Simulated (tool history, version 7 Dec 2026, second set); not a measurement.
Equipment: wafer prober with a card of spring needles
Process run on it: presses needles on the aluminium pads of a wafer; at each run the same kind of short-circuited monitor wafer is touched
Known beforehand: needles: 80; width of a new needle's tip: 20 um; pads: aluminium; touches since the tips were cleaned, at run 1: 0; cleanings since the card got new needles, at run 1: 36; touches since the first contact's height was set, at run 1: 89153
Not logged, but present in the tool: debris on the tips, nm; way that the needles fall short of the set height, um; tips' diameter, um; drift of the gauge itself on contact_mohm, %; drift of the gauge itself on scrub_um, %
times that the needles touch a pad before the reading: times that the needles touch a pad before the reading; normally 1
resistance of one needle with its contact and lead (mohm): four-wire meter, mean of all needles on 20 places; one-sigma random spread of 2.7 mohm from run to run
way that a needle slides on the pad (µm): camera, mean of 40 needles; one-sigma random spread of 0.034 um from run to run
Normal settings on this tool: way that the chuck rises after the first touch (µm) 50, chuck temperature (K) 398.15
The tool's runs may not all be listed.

| run | hour | way that the chuck rises after the first touch (µm) | chuck temperature (K) | times that the needles touch a pad before the reading | touches since the tips were cleaned | cleanings since the card got new needles | touches since the first contact's height was set | resistance of one needle with its contact and lead (mohm) | way that a needle slides on the pad (µm) |
|---|---|---|---|---|---|---|---|---|---|
| 1 | 0.0 | 50 | 398.15 | 1 | 0 | 36 | 89153 | 325 | 11.80 |
|  | 14.4 | tips cleaned on abrasive film |
| 2 | 18.7 | 50 | 398.15 | 2 | 1369 | 37 | 95149 | 423 | 11.78 |
|  | 25.8 | height of the first contact set anew |
|  | 30.5 | tips cleaned on abrasive film |
| 3 | 34.8 | 50 | 398.15 | 2 | 1408 | 38 | 2873 | 359 | 12.16 |
|  | 45.6 | tips cleaned on abrasive film |
| 4 | 48.6 | 61 | 398.15 | 2 | 960 | 39 | 7270 | 327 | 14.71 |
|  | 54.5 | tips cleaned on abrasive film, once more |
| 5 | 59.8 | 61 | 398.15 | 2 | 1683 | 40 | 10852 | 338 | 14.73 |
|  | 69.3 | tips cleaned on abrasive film |
| 6 | 80.9 | 50 | 398.15 | 1 | 3722 | 41 | 17620 | 448 | 11.99 |
|  | 84.3 | tips cleaned on abrasive film |
| 7 | 91.7 | 50 | 398.15 | 1 | 2372 | 42 | 21072 | 403 | 12.01 |
|  | 98.9 | tips cleaned on abrasive film |
| 8 | 105.4 | 50 | 398.15 | 2 | 2084 | 43 | 25467 | 371 | 12.02 |
|  | 113.1 | tips cleaned on abrasive film |
| 9 | 124.7 | 50 | 398.15 | 2 | 3714 | 44 | 31647 | 382 | 11.96 |
|  | 127.9 | tips cleaned on abrasive film |
| 10 | 137.6 | 32 | 398.15 | 1 | 3117 | 45 | 35784 | 613 | 7.62 |
|  | 142.7 | tips cleaned on abrasive film |
| 11 | 151.6 | 32 | 398.15 | 1 | 2890 | 46 | 40282 | 612 | 7.60 |
|  | 157.3 | tips cleaned on abrasive film |
| 12 | 163.1 | 50 | 398.15 | 1 | 1854 | 47 | 43930 | 395 | 11.87 |
|  | 172.3 | tips cleaned on abrasive film |
| 13 | 172.3 | 50 | 398.15 | 1 | 0 | 48 | 46866 | 326 | 11.86 |
| 14 | 182.8 | 50 | 398.15 | 1 | 3400 | 48 | 50266 | 446 | 11.90 |
|  | 187.1 | tips cleaned on abrasive film |
| 15 | 195.1 | 50 | 398.15 | 1 | 2577 | 49 | 54195 | 432 | 11.88 |
|  | 203.0 | tips cleaned on abrasive film |
| 16 | 214.0 | 50 | 398.15 | 1 | 3544 | 50 | 60252 | 449 | 11.89 |
|  | 217.3 | tips cleaned on abrasive film |
| 17 | 225.2 | 50 | 398.15 | 1 | 2517 | 51 | 63824 | 417 | 11.89 |
|  | 232.7 | tips cleaned on abrasive film |
| 18 | 238.3 | 34 | 375.15 | 2 | 1794 | 52 | 68016 | 433 | 7.96 |
|  | 247.7 | tips cleaned on abrasive film |
| 19 | 253.7 | 30 | 375.15 | 2 | 1912 | 53 | 72949 | 490 | 6.96 |
|  | 263.0 | tips cleaned on abrasive film |
| 20 | 275.4 | 30 | 375.15 | 2 | 3976 | 54 | 79921 | 560 | 6.90 |
|  | 277.2 | tips cleaned on abrasive film |
| 21 | 289.8 | 37 | 365.15 | 1 | 4052 | 55 | 84525 | 588 | 8.68 |
|  | 292.8 | tips cleaned on abrasive film |
|  | 308.3 | tips cleaned on abrasive film |
| 22 | 310.0 | 33 | 331.15 | 2 | 544 | 57 | 90984 | 367 | 7.64 |
|  | 323.1 | tips cleaned on abrasive film |
| 23 | 326.8 | 31 | 320.15 | 2 | 1200 | 58 | 96366 | 427 | 7.10 |
|  | 330.6 | height of the first contact set anew |
|  | 338.2 | tips cleaned on abrasive film |
| 24 | 347.8 | 50 | 300.15 | 1 | 3070 | 59 | 5499 | 421 | 12.12 |
|  | 352.9 | tips cleaned on abrasive film |
| 25 | 360.2 | 50 | 300.15 | 1 | 2336 | 60 | 9478 | 401 | 12.13 |
|  | 368.1 | tips cleaned on abrasive film |
| 26 | 379.1 | 36 | 300.15 | 1 | 3540 | 61 | 15547 | 567 | 8.68 |
|  | 383.5 | tips cleaned on abrasive film |
| 27 | 390.0 | 36 | 300.15 | 1 | 2103 | 62 | 19033 | 507 | 8.66 |
|  | 398.3 | tips cleaned on abrasive film |
| 28 | 402.0 | 36 | 300.15 | 1 | 1204 | 63 | 22873 | 434 | 8.68 |
|  | 413.0 | tips cleaned on abrasive film |
| 29 | 414.7 | 32 | 300.15 | 1 | 558 | 64 | 26928 | 395 | 7.66 |
|  | 428.5 | tips cleaned on abrasive film |
| 30 | 430.3 | 30 | 386.15 | 1 | 590 | 65 | 31925 | 454 | 7.13 |
|  | 443.6 | tips cleaned on abrasive film |
| 31 | 447.7 | 51 | 398.15 | 2 | 1304 | 66 | 37485 | 349 | 12.23 |
|  | 458.0 | tips cleaned on abrasive film |
| 32 | 464.6 | 51 | 398.15 | 2 | 2137 | 67 | 42919 | 368 | 12.21 |
|  | 472.5 | tips cleaned on abrasive film |
| 33 | 480.4 | 51 | 398.15 | 2 | 2536 | 68 | 47979 | 374 | 12.26 |

Below, some changes in resistance of one needle with its contact and lead (mohm) between adjacent runs. For each, the amount present without the hidden state too (settings, incoming material, random variation) and the amount remaining for the hidden state with gauge scatter not shared by both compared results:
Run 9 -> 10: way that the chuck rises after the first touch (µm) 50 -> 32, times that the needles touch a pad before the reading 2 -> 1, tips cleaned on abrasive film. resistance of one needle with its contact and lead (mohm) +231: hidden state +207, all else +24.
Run 11 -> 12: way that the chuck rises after the first touch (µm) 32 -> 50, tips cleaned on abrasive film. resistance of one needle with its contact and lead (mohm) -217: hidden state -194, all else -23.
Run 21 -> 22: way that the chuck rises after the first touch (µm) 37 -> 33, chuck temperature (K) 365.15 -> 331.15, times that the needles touch a pad before the reading 1 -> 2, tips cleaned on abrasive film, tips cleaned on abrasive film. resistance of one needle with its contact and lead (mohm) -221: hidden state -210, all else -11.

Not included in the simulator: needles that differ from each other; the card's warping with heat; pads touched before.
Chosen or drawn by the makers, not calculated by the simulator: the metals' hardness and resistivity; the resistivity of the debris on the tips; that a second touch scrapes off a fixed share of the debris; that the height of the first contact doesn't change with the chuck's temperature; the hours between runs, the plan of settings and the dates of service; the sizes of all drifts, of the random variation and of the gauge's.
